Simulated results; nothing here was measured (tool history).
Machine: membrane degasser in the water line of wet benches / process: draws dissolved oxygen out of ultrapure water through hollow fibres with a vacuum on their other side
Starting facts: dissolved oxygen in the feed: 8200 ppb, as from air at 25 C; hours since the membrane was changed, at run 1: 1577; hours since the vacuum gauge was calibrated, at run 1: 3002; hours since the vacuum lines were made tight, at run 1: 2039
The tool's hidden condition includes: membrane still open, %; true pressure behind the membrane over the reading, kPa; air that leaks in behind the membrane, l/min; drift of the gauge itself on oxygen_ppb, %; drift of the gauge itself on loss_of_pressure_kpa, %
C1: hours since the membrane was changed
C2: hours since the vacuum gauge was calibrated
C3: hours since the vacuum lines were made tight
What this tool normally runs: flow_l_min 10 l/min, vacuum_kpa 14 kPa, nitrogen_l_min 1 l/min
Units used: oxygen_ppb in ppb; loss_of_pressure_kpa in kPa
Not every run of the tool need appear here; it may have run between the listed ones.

Run 1, day 0: usual settings; C1 1577; C2 3002; C3 2039. Result: oxygen_ppb 265.3 ppb, loss_of_pressure_kpa 33.33 kPa.
Run 2, day 4.129: usual settings; C1 1676; C2 3101; C3 2138. Result: oxygen_ppb 262.6 ppb, loss_of_pressure_kpa 33.49 kPa.
Run 3, day 8.262: usual settings but vacuum_kpa 31.3 kPa; C1 1775; C2 3200; C3 2237. Result: oxygen_ppb 640.8 ppb, loss_of_pressure_kpa 33.42 kPa.
Run 4, day 11.375: usual settings but vacuum_kpa 31.3 kPa, nitrogen_l_min 0.93 l/min; C1 1850; C2 3275; C3 2312. Result: oxygen_ppb 699.2 ppb, loss_of_pressure_kpa 33.55 kPa.
Run 5, day 13.3: usual settings but flow_l_min 7 l/min; C1 1896; C2 3321; C3 2358. Result: oxygen_ppb 190.8 ppb, loss_of_pressure_kpa 23.26 kPa.
Run 6, day 15.321: usual settings but flow_l_min 7 l/min; C1 1945; C2 3370; C3 2407. Result: oxygen_ppb 194.6 ppb, loss_of_pressure_kpa 23.51 kPa.
Run 7, day 17.108: usual settings but flow_l_min 7 l/min; C1 1988; C2 3413; C3 2450. Result: oxygen_ppb 193.1 ppb, loss_of_pressure_kpa 23.4 kPa.
Run 8, day 19.546: usual settings but flow_l_min 7 l/min; C1 2046; C2 3471; C3 2508. Result: oxygen_ppb 191.2 ppb, loss_of_pressure_kpa 23.41 kPa.
Run 9, day 21.5: usual settings but flow_l_min 7 l/min; C1 2093; C2 3518; C3 2555. Result: oxygen_ppb 194.8 ppb, loss_of_pressure_kpa 23.28 kPa.
Run 10, day 25.638: usual settings; C1 2192; C2 3617; C3 2654. Result: oxygen_ppb 273.3 ppb, loss_of_pressure_kpa 33.81 kPa.
Run 11, day 29.308: usual settings but vacuum_kpa 22.5 kPa; C1 2280; C2 3705; C3 2743. Result: oxygen_ppb 461.4 ppb, loss_of_pressure_kpa 33.59 kPa.
Run 12, day 31.317: usual settings but vacuum_kpa 22.5 kPa; C1 2329; C2 3754; C3 2791. Result: oxygen_ppb 469.2 ppb, loss_of_pressure_kpa 33.41 kPa.
Run 13, day 34.467: usual settings but vacuum_kpa 22.5 kPa; C1 2404; C2 3829; C3 2866. Result: oxygen_ppb 465.2 ppb, loss_of_pressure_kpa 33.75 kPa.
Run 14, day 37.821: usual settings but vacuum_kpa 9.8 kPa, nitrogen_l_min 2.88 l/min; C1 2485; C2 3910; C3 2947. Result: oxygen_ppb 66.5 ppb, loss_of_pressure_kpa 33.71 kPa.
Run 15, day 41.967: usual settings but vacuum_kpa 14.2 kPa, nitrogen_l_min 2.01 l/min; C1 2584; C2 4009; C3 3046. Result: oxygen_ppb 146.7 ppb, loss_of_pressure_kpa 33.68 kPa.
Run 16, day 43.8: usual settings but vacuum_kpa 14.2 kPa, nitrogen_l_min 2.01 l/min; C1 2628; C2 4053; C3 3090. Result: oxygen_ppb 148.4 ppb, loss_of_pressure_kpa 33.61 kPa.
Run 17, day 47.325: usual settings but vacuum_kpa 24.5 kPa, nitrogen_l_min 2.58 l/min; C1 2713; C2 4138; C3 3175. Result: oxygen_ppb 216.9 ppb, loss_of_pressure_kpa 33.27 kPa.
Run 18, day 49.429: usual settings but flow_l_min 8 l/min, vacuum_kpa 25.2 kPa, nitrogen_l_min 0.84 l/min; C1 2763; C2 4188; C3 3225. Result: oxygen_ppb 499.2 ppb, loss_of_pressure_kpa 27.21 kPa.
Run 19, day 51.367: usual settings but vacuum_kpa 32.2 kPa, nitrogen_l_min 0.67 l/min; C1 2810; C2 4235; C3 3272. Result: oxygen_ppb 967.9 ppb, loss_of_pressure_kpa 33.9 kPa.
Run 20, day 54.242: usual settings but vacuum_kpa 32.2 kPa, nitrogen_l_min 0.67 l/min; C1 2879; C2 4304; C3 3341. Result: oxygen_ppb 940.5 ppb, loss_of_pressure_kpa 33.71 kPa.
Run 21, day 57.288: usual settings but vacuum_kpa 23.1 kPa, nitrogen_l_min 2.09 l/min; C1 2952; C2 4377; C3 3414. Result: oxygen_ppb 248.2 ppb, loss_of_pressure_kpa 33.74 kPa.

Forecast run 22:
Run 22, day 59.554: usual settings but flow_l_min 8 l/min, vacuum_kpa 21.2 kPa, nitrogen_l_min 1.03 l/min; C1 3006; C2 4431; C3 3468. Result: oxygen_ppb ?, loss_of_pressure_kpa ?.

oxygen_ppb: 357.6 ppb
loss_of_pressure_kpa: 27.23 kPa
Take away the tool's hidden state, keep the run-to-run variation as it was, and the same run would have given oxygen_ppb 332.6 ppb, loss_of_pressure_kpa 26.45 kPa.
